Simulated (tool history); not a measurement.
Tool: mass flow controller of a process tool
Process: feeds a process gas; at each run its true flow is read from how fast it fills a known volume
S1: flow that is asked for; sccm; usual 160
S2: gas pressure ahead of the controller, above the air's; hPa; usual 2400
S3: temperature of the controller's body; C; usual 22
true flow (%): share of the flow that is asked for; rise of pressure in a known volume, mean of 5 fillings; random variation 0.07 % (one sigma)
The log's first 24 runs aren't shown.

Run 25, day 155.2: usual settings but S1 79 sccm, S2 2580 hPa, S3 21 C. Result: true flow (%) 93.86.
Run 26, day 160.092: usual settings but S1 79 sccm, S2 2580 hPa, S3 21 C. Result: true flow (%) 93.85.
Run 27, day 169.1: usual settings but S1 42 sccm, S2 1930 hPa, S3 28 C. Result: true flow (%) 92.26.
Run 28, day 177.433: usual settings but S1 73 sccm, S2 2410 hPa. Result: true flow (%) 93.46.
Run 29, day 186.596: usual settings but S1 136 sccm, S2 2520 hPa, S3 23 C. Result: true flow (%) 95.46.
Run 30, day 194.838: usual settings but S1 25 sccm, S2 1740 hPa, S3 38 C. Result: true flow (%) 90.31.
Run 31, day 202.342: usual settings but S1 136 sccm, S2 2430 hPa, S3 34 C. Result: true flow (%) 96.17.
Run 32, day 210.783: usual settings but S1 136 sccm, S2 2520 hPa, S3 23 C. Result: true flow (%) 95.24.
Run 33, day 218.962: usual settings but S1 100 sccm, S2 2710 hPa. Result: true flow (%) 94.01.
Run 34, day 226.892: usual settings but S1 22 sccm. Result: true flow (%) 87.88.
At day 230.188: controller exchanged for a calibrated one.
Run 35, day 233.058: usual settings but S1 140 sccm, S2 2480 hPa, S3 21 C. Result: true flow (%) 98.51.
Run 36, day 241.712: usual settings but S1 140 sccm, S2 2480 hPa, S3 21 C. Result: true flow (%) 98.41.
Run 37, day 248.538: usual settings but S1 140 sccm, S2 2480 hPa, S3 21 C. Result: true flow (%) 98.42.
Run 38, day 256.2: usual settings but S1 140 sccm, S2 2480 hPa, S3 21 C. Result: true flow (%) 98.44.
Run 39, day 263.075: usual settings but S1 53 sccm, S2 2700 hPa, S3 32 C. Result: true flow (%) 97.28.
Run 40, day 271.192: usual settings but S1 130 sccm. Result: true flow (%) 98.19.
Run 41, day 275.617: usual settings but S1 130 sccm. Result: true flow (%) 98.1.
Run 42, day 279.646: usual settings but S1 130 sccm. Result: true flow (%) 98.06.
Run 43, day 283.629: usual settings but S1 98 sccm, S2 1600 hPa. Result: true flow (%) 97.63.
Run 44, day 292.292: usual settings but S1 98 sccm, S2 1600 hPa. Result: true flow (%) 97.58.
Run 45, day 299.875: usual settings but S1 98 sccm, S2 1430 hPa. Result: true flow (%) 97.51.
Run 46, day 303.988: usual settings but S1 98 sccm, S2 1430 hPa. Result: true flow (%) 97.59.
Run 47, day 308.946: usual settings but S2 2460 hPa, S3 29 C. Result: true flow (%) 99.06.
Run 48, day 316.896: usual settings but S1 51 sccm, S2 2410 hPa, S3 32 C. Result: true flow (%) 96.89.

4 ways to go on from here, each from the tool as it stands after run 48. What would each give?
Run A, day 323.054: usual settings but S1 25 sccm, S2 2410 hPa, S3 27 C. Result: true flow (%) ?.
Run B, day 323.054: usual settings but S1 22 sccm, S2 1670 hPa, S3 38 C. Result: true flow (%) ?.
Run C, day 323.054: usual settings but S1 150 sccm, S2 1770 hPa, S3 33 C. Result: true flow (%) ?.
Run D, day 323.054: usual settings but S1 56 sccm, S2 1790 hPa, S3 26 C. Result: true flow (%) ?.

run  true flow (%)
  A          95.55
  B          96.24
  C          98.95
  D          96.67
Without the tool's hidden state the same runs would have given:
run  true flow (%)
  A          97.05
  B          97.88
  C          99.61
  D          97.62
